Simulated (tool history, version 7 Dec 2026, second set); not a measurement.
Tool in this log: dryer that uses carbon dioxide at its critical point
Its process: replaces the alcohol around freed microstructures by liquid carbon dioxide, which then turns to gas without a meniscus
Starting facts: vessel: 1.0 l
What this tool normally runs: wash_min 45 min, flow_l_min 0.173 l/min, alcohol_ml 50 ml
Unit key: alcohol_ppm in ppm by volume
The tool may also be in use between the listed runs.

{"run": 1, "hour": 0.0, "wash_min": 45, "flow_l_min": 0.173, "alcohol_ml": 50, "alcohol_ppm": 148}
{"run": 2, "hour": 41.3, "wash_min": 45, "flow_l_min": 0.173, "alcohol_ml": 51, "alcohol_ppm": 172}
{"run": 3, "hour": 79.4, "wash_min": 45, "flow_l_min": 0.173, "alcohol_ml": 51, "alcohol_ppm": 170}
{"run": 4, "hour": 109.5, "wash_min": 45, "flow_l_min": 0.173, "alcohol_ml": 51, "alcohol_ppm": 179}
{"run": 5, "hour": 127.3, "wash_min": 45, "flow_l_min": 0.173, "alcohol_ml": 51, "alcohol_ppm": 180}
{"run": 6, "hour": 169.0, "wash_min": 40, "flow_l_min": 0.173, "alcohol_ml": 50, "alcohol_ppm": 321}
{"run": 7, "hour": 187.5, "wash_min": 40, "flow_l_min": 0.173, "alcohol_ml": 50, "alcohol_ppm": 338}
{"run": 8, "hour": 219.5, "wash_min": 45, "flow_l_min": 0.173, "alcohol_ml": 102, "alcohol_ppm": 363}
{"run": 9, "hour": 243.1, "wash_min": 45, "flow_l_min": 0.173, "alcohol_ml": 102, "alcohol_ppm": 368}
{"run": 10, "hour": 273.8, "wash_min": 45, "flow_l_min": 0.173, "alcohol_ml": 102, "alcohol_ppm": 388}
{"run": 11, "hour": 310.0, "wash_min": 45, "flow_l_min": 0.173, "alcohol_ml": 102, "alcohol_ppm": 382}
{"run": 12, "hour": 330.3, "wash_min": 45, "flow_l_min": 0.173, "alcohol_ml": 102, "alcohol_ppm": 396}
{"run": 13, "hour": 355.4, "wash_min": 45, "flow_l_min": 0.173, "alcohol_ml": 102, "alcohol_ppm": 403}
{"run": 14, "hour": 388.6, "wash_min": 45, "flow_l_min": 0.173, "alcohol_ml": 50, "alcohol_ppm": 221}
{"run": 15, "hour": 426.5, "wash_min": 45, "flow_l_min": 0.173, "alcohol_ml": 88, "alcohol_ppm": 393}
{"run": 16, "hour": 451.0, "wash_min": 45, "flow_l_min": 0.173, "alcohol_ml": 88, "alcohol_ppm": 379}
{"run": 17, "hour": 486.9, "wash_min": 35, "flow_l_min": 0.243, "alcohol_ml": 88, "alcohol_ppm": 220}
{"run": 18, "hour": 505.7, "wash_min": 35, "flow_l_min": 0.243, "alcohol_ml": 88, "alcohol_ppm": 220}
{"run": 19, "hour": 539.9, "wash_min": 45, "flow_l_min": 0.173, "alcohol_ml": 21, "alcohol_ppm": 116}
{"hour": 567.4, "done": "inlet filter changed"}
{"run": 20, "hour": 572.3, "wash_min": 43, "flow_l_min": 0.173, "alcohol_ml": 29, "alcohol_ppm": 111}
{"run": 21, "hour": 592.4, "wash_min": 43, "flow_l_min": 0.173, "alcohol_ml": 29, "alcohol_ppm": 119}
{"run": 22, "hour": 630.2, "wash_min": 43, "flow_l_min": 0.173, "alcohol_ml": 29, "alcohol_ppm": 124}
{"run": 23, "hour": 663.6, "wash_min": 42, "flow_l_min": 0.119, "alcohol_ml": 117, "alcohol_ppm": 2826}
{"run": 24, "hour": 696.4, "wash_min": 45, "flow_l_min": 0.149, "alcohol_ml": 30, "alcohol_ppm": 219}
{"run": 25, "hour": 727.0, "wash_min": 45, "flow_l_min": 0.149, "alcohol_ml": 30, "alcohol_ppm": 218}
{"run": 26, "hour": 750.4, "wash_min": 34, "flow_l_min": 0.293, "alcohol_ml": 49, "alcohol_ppm": 50}
{"run": 27, "hour": 776.2, "wash_min": 34, "flow_l_min": 0.293, "alcohol_ml": 49, "alcohol_ppm": 51}
{"run": 28, "hour": 800.3, "wash_min": 34, "flow_l_min": 0.293, "alcohol_ml": 49, "alcohol_ppm": 52}
{"run": 29, "hour": 840.8, "wash_min": 34, "flow_l_min": 0.293, "alcohol_ml": 96, "alcohol_ppm": 72}
{"run": 30, "hour": 862.7, "wash_min": 45, "flow_l_min": 0.113, "alcohol_ml": 46, "alcohol_ppm": 1202}

Here are 4 independent what-if runs from the current tool condition. What would each one return?
{"run": "A", "hour": 899.4, "wash_min": 55, "flow_l_min": 0.108, "alcohol_ml": 64, "alcohol_ppm": "?"}
{"run": "B", "hour": 899.4, "wash_min": 36, "flow_l_min": 0.267, "alcohol_ml": 44, "alcohol_ppm": "?"}
{"run": "C", "hour": 899.4, "wash_min": 33, "flow_l_min": 0.157, "alcohol_ml": 22, "alcohol_ppm": "?"}
{"run": "D", "hour": 899.4, "wash_min": 71, "flow_l_min": 0.105, "alcohol_ml": 46, "alcohol_ppm": "?"}

run=A alcohol_ppm=932
run=B alcohol_ppm=61
run=C alcohol_ppm=491
run=D alcohol_ppm=263
Take away the tool's hidden state, keep each run's random variation, and the runs would have read:
run=A alcohol_ppm=725
run=B alcohol_ppm=25
run=C alcohol_ppm=380
run=D alcohol_ppm=180
